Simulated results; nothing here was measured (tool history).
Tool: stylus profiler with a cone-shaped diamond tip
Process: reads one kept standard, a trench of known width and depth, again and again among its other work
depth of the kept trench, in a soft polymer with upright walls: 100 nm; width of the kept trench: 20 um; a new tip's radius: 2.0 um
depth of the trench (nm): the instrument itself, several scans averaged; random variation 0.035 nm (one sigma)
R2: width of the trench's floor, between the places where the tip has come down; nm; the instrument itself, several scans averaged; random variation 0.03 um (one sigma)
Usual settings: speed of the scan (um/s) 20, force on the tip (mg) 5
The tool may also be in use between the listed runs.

{"run": 1, "hour": 0.0, "speed of the scan (um/s)": 20, "force on the tip (mg)": 5, "depth of the trench (nm)": 102.81, "R2": 18660}
{"run": 2, "hour": 114.6, "speed of the scan (um/s)": 20, "force on the tip (mg)": 5, "depth of the trench (nm)": 102.77, "R2": 18680}
{"run": 3, "hour": 248.1, "speed of the scan (um/s)": 20, "force on the tip (mg)": 5, "depth of the trench (nm)": 102.81, "R2": 18690}
{"run": 4, "hour": 376.9, "speed of the scan (um/s)": 20, "force on the tip (mg)": 5, "depth of the trench (nm)": 102.82, "R2": 18670}
{"run": 5, "hour": 497.7, "speed of the scan (um/s)": 20, "force on the tip (mg)": 5, "depth of the trench (nm)": 102.81, "R2": 18670}
{"run": 6, "hour": 628.5, "speed of the scan (um/s)": 20, "force on the tip (mg)": 5, "depth of the trench (nm)": 102.75, "R2": 18650}
{"run": 7, "hour": 754.3, "speed of the scan (um/s)": 20, "force on the tip (mg)": 3.74, "depth of the trench (nm)": 102.35, "R2": 18650}
{"run": 8, "hour": 874.7, "speed of the scan (um/s)": 30, "force on the tip (mg)": 3.74, "depth of the trench (nm)": 102.3, "R2": 18610}
{"run": 9, "hour": 961.3, "speed of the scan (um/s)": 30, "force on the tip (mg)": 3.74, "depth of the trench (nm)": 102.31, "R2": 18640}
{"run": 10, "hour": 1016.2, "speed of the scan (um/s)": 30, "force on the tip (mg)": 3.74, "depth of the trench (nm)": 102.3, "R2": 18630}
{"run": 11, "hour": 1091.9, "speed of the scan (um/s)": 30, "force on the tip (mg)": 3.74, "depth of the trench (nm)": 102.33, "R2": 18570}
{"run": 12, "hour": 1178.5, "speed of the scan (um/s)": 30, "force on the tip (mg)": 5.96, "depth of the trench (nm)": 103.12, "R2": 18690}
{"run": 13, "hour": 1266.9, "speed of the scan (um/s)": 30, "force on the tip (mg)": 5.96, "depth of the trench (nm)": 103.12, "R2": 18620}
{"run": 14, "hour": 1371.1, "speed of the scan (um/s)": 13, "force on the tip (mg)": 5, "depth of the trench (nm)": 102.75, "R2": 18830}
{"run": 15, "hour": 1465.6, "speed of the scan (um/s)": 13, "force on the tip (mg)": 5, "depth of the trench (nm)": 102.79, "R2": 18700}
{"run": 16, "hour": 1558.0, "speed of the scan (um/s)": 13, "force on the tip (mg)": 5, "depth of the trench (nm)": 102.75, "R2": 18710}
{"run": 17, "hour": 1644.1, "speed of the scan (um/s)": 13, "force on the tip (mg)": 5, "depth of the trench (nm)": 102.85, "R2": 18700}
{"run": 18, "hour": 1762.3, "speed of the scan (um/s)": 13, "force on the tip (mg)": 5, "depth of the trench (nm)": 102.75, "R2": 18700}
{"run": 19, "hour": 1889.4, "speed of the scan (um/s)": 20, "force on the tip (mg)": 5.92, "depth of the trench (nm)": 103.13, "R2": 18650}
{"run": 20, "hour": 1966.2, "speed of the scan (um/s)": 20, "force on the tip (mg)": 2, "depth of the trench (nm)": 101.52, "R2": 18660}
{"run": 21, "hour": 2038.7, "speed of the scan (um/s)": 45, "force on the tip (mg)": 4.08, "depth of the trench (nm)": 102.43, "R2": 18620}
{"run": 22, "hour": 2142.8, "speed of the scan (um/s)": 14, "force on the tip (mg)": 3.04, "depth of the trench (nm)": 101.95, "R2": 18680}
{"run": 23, "hour": 2259.5, "speed of the scan (um/s)": 50, "force on the tip (mg)": 9.47, "depth of the trench (nm)": 104.26, "R2": 18630}
{"run": 24, "hour": 2379.2, "speed of the scan (um/s)": 22, "force on the tip (mg)": 4.37, "depth of the trench (nm)": 102.51, "R2": 18720}
{"run": 25, "hour": 2465.0, "speed of the scan (um/s)": 11, "force on the tip (mg)": 1.8, "depth of the trench (nm)": 101.41, "R2": 18640}
{"run": 26, "hour": 2585.0, "speed of the scan (um/s)": 44, "force on the tip (mg)": 2.55, "depth of the trench (nm)": 101.79, "R2": 18590}
{"run": 27, "hour": 2649.1, "speed of the scan (um/s)": 11, "force on the tip (mg)": 11.13, "depth of the trench (nm)": 104.73, "R2": 18760}
{"run": 28, "hour": 2741.6, "speed of the scan (um/s)": 11, "force on the tip (mg)": 11.13, "depth of the trench (nm)": 104.82, "R2": 18730}
{"run": 29, "hour": 2844.3, "speed of the scan (um/s)": 24, "force on the tip (mg)": 12.2, "depth of the trench (nm)": 105.04, "R2": 18630}
{"run": 30, "hour": 2967.3, "speed of the scan (um/s)": 24, "force on the tip (mg)": 12.2, "depth of the trench (nm)": 105.13, "R2": 18690}
{"run": 31, "hour": 3095.2, "speed of the scan (um/s)": 24, "force on the tip (mg)": 12.2, "depth of the trench (nm)": 105.07, "R2": 18760}
{"run": 32, "hour": 3207.5, "speed of the scan (um/s)": 34, "force on the tip (mg)": 5.14, "depth of the trench (nm)": 102.84, "R2": 18650}
{"run": 33, "hour": 3339.8, "speed of the scan (um/s)": 18, "force on the tip (mg)": 3.06, "depth of the trench (nm)": 101.99, "R2": 18630}
{"run": 34, "hour": 3400.4, "speed of the scan (um/s)": 18, "force on the tip (mg)": 3.06, "depth of the trench (nm)": 102, "R2": 18630}
{"run": 35, "hour": 3482.9, "speed of the scan (um/s)": 31, "force on the tip (mg)": 5.15, "depth of the trench (nm)": 102.84, "R2": 18680}
{"run": 36, "hour": 3569.0, "speed of the scan (um/s)": 27, "force on the tip (mg)": 7.94, "depth of the trench (nm)": 103.87, "R2": 18720}
{"run": 37, "hour": 3685.5, "speed of the scan (um/s)": 77, "force on the tip (mg)": 12.23, "depth of the trench (nm)": 105.09, "R2": 18630}
{"run": 38, "hour": 3799.8, "speed of the scan (um/s)": 11, "force on the tip (mg)": 6.37, "depth of the trench (nm)": 103.22, "R2": 18740}
{"run": 39, "hour": 3936.3, "speed of the scan (um/s)": 48, "force on the tip (mg)": 7.39, "depth of the trench (nm)": 103.69, "R2": 18650}
{"run": 40, "hour": 4036.0, "speed of the scan (um/s)": 48, "force on the tip (mg)": 2.69, "depth of the trench (nm)": 101.88, "R2": 18550}

Taken out of this log: 2 entries between the listed runs. Where each belongs, and how the hidden state differs across it:
Between runs 8 and 9: height scale calibrated on a step standard (hour 949.5)
  height scale over the true one, %: -0.005 -> 0
Between runs 25 and 26: new tip fitted, height scale calibrated (hour 2577.2)
  radius of the tip, um: 2.04 -> 2; height scale over the true one, %: -0.003 -> 0
